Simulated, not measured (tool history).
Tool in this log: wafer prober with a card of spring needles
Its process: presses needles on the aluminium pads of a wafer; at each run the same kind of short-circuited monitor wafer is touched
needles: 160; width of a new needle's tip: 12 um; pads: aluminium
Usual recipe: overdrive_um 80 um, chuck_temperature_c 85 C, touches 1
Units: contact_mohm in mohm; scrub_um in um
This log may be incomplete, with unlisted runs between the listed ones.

run	hour	overdrive_um	chuck_temperature_c	touches	contact_mohm	scrub_um
1	0	80	85	1	296	14.948
# hour 14.8: tips cleaned on abrasive film
# hour 34.7: height of the first contact set anew
# hour 39.7: tips cleaned on abrasive film
# hour 63.2: tips cleaned on abrasive film
2	67.8	80	85	1	297	14.989
# hour 87.1: tips cleaned on abrasive film
# hour 110.6: tips cleaned on abrasive film
3	112.4	80	85	1	285	14.965
# hour 131: tips cleaned on abrasive film
# hour 155.6: tips cleaned on abrasive film
4	163.3	80	85	1	294	14.94
# hour 178.1: tips cleaned on abrasive film
# hour 200.9: tips cleaned on abrasive film
5	200.9	80	85	1	282	14.927
# hour 215.9: height of the first contact set anew
# hour 225.7: tips cleaned on abrasive film
# hour 249.4: tips cleaned on abrasive film
6	258.2	80	85	1	298	14.987
# hour 272.3: tips cleaned on abrasive film
# hour 295.8: tips cleaned on abrasive film
# hour 317.3: tips cleaned on abrasive film
# hour 340.5: tips cleaned on abrasive film
7	346.1	80	85	1	295	14.962
# hour 360.8: tips cleaned on abrasive film
# hour 384.3: tips cleaned on abrasive film
# hour 399.2: height of the first contact set anew
# hour 404.2: tips cleaned on abrasive film
# hour 425.5: tips cleaned on abrasive film
8	425.5	80	85	1	289	14.982
# hour 449.6: tips cleaned on abrasive film
9	468.3	80	50	1	298	14.973
# hour 473.3: tips cleaned on abrasive film
# hour 496.5: tips cleaned on abrasive film
# hour 521.1: tips cleaned on abrasive film
# hour 545.6: tips cleaned on abrasive film
10	557.8	80	50	1	296	14.944
# hour 567.1: tips cleaned on abrasive film
# hour 581.9: height of the first contact set anew
# hour 591.3: tips cleaned on abrasive film
# hour 615.3: tips cleaned on abrasive film
11	621.9	80	85	1	299	14.981
# hour 636.3: tips cleaned on abrasive film
# hour 660: tips cleaned on abrasive film
# hour 683: tips cleaned on abrasive film
12	692.9	80	85	1	306	14.963
# hour 707.5: tips cleaned on abrasive film
# hour 731.9: tips cleaned on abrasive film
13	735.2	80	85	1	292	14.928
# hour 754.8: tips cleaned on abrasive film
# hour 763.8: height of the first contact set anew
# hour 777.4: tips cleaned on abrasive film
# hour 801.7: tips cleaned on abrasive film
14	808.6	80	85	1	295	14.98
# hour 822.4: tips cleaned on abrasive film
# hour 845.7: tips cleaned on abrasive film
15	864.7	94	64	1	296	17.593
# hour 869.6: tips cleaned on abrasive film
# hour 893.8: tips cleaned on abrasive film
# hour 917.8: tips cleaned on abrasive film
16	923.3	94	64	3	281	17.561
# hour 937.8: tips cleaned on abrasive film
# hour 947.5: height of the first contact set anew
# hour 961.1: tips cleaned on abrasive film
# hour 985.1: tips cleaned on abrasive film
17	993.3	65	59	2	298	12.171
# hour 1007.9: tips cleaned on abrasive film
# hour 1031.2: tips cleaned on abrasive film
18	1050	93	107	3	294	17.414
# hour 1054.1: tips cleaned on abrasive film
# hour 1078.2: tips cleaned on abrasive film
# hour 1101.8: tips cleaned on abrasive film
# hour 1126.4: tips cleaned on abrasive film
# hour 1131.6: height of the first contact set anew
19	1133.2	93	107	3	295	17.447
# hour 1147.3: tips cleaned on abrasive film
# hour 1169.9: tips cleaned on abrasive film
20	1183.8	93	107	3	295	17.433
# hour 1193.6: tips cleaned on abrasive film
# hour 1217.6: tips cleaned on abrasive film
# hour 1240.4: tips cleaned on abrasive film
21	1252.7	93	64	1	288	17.411
# hour 1262.5: tips cleaned on abrasive film
# hour 1286.9: tips cleaned on abrasive film
22	1289.7	80	29	1	276	14.949
# hour 1309.3: tips cleaned on abrasive film
# hour 1314.5: height of the first contact set anew
# hour 1334.1: tips cleaned on abrasive film
23	1347.9	81	120	1	312	15.191
# hour 1357.4: tips cleaned on abrasive film
# hour 1377.1: tips cleaned on abrasive film
# hour 1400.1: tips cleaned on abrasive film
24	1412.6	81	37	1	292	15.142
# hour 1422.3: tips cleaned on abrasive film
# hour 1446.9: tips cleaned on abrasive film
# hour 1471.1: tips cleaned on abrasive film
# hour 1494.9: tips cleaned on abrasive film
# hour 1499.2: height of the first contact set anew
25	1501.3	85	85	2	290	15.948
# hour 1516.1: tips cleaned on abrasive film
# hour 1540.3: tips cleaned on abrasive film
# hour 1564.3: tips cleaned on abrasive film
26	1571.3	98	41	1	278	18.353
# hour 1585.6: tips cleaned on abrasive film
# hour 1609: tips cleaned on abrasive film
27	1619.8	97	26	3	271	18.143

What if the next run were any one of these 3? Each begins from the tool's condition after run 27:
# hour 1629.6: tips cleaned on abrasive film
# hour 1649.3: tips cleaned on abrasive film
# hour 1672.8: tips cleaned on abrasive film
A	1679.6	80	85	2	?	?
# hour 1629.6: tips cleaned on abrasive film
# hour 1649.3: tips cleaned on abrasive film
# hour 1672.8: tips cleaned on abrasive film
B	1679.6	65	35	1	?	?
# hour 1629.6: tips cleaned on abrasive film
# hour 1649.3: tips cleaned on abrasive film
# hour 1672.8: tips cleaned on abrasive film
C	1679.6	85	85	1	?	?

run	contact_mohm	scrub_um
A	292	14.937
B	294	12.108
C	296	15.871
Stripped of hidden state, with their random variation kept, the same runs would have yielded:
run	contact_mohm	scrub_um
A	283	15.016
B	271	12.187
C	282	15.949
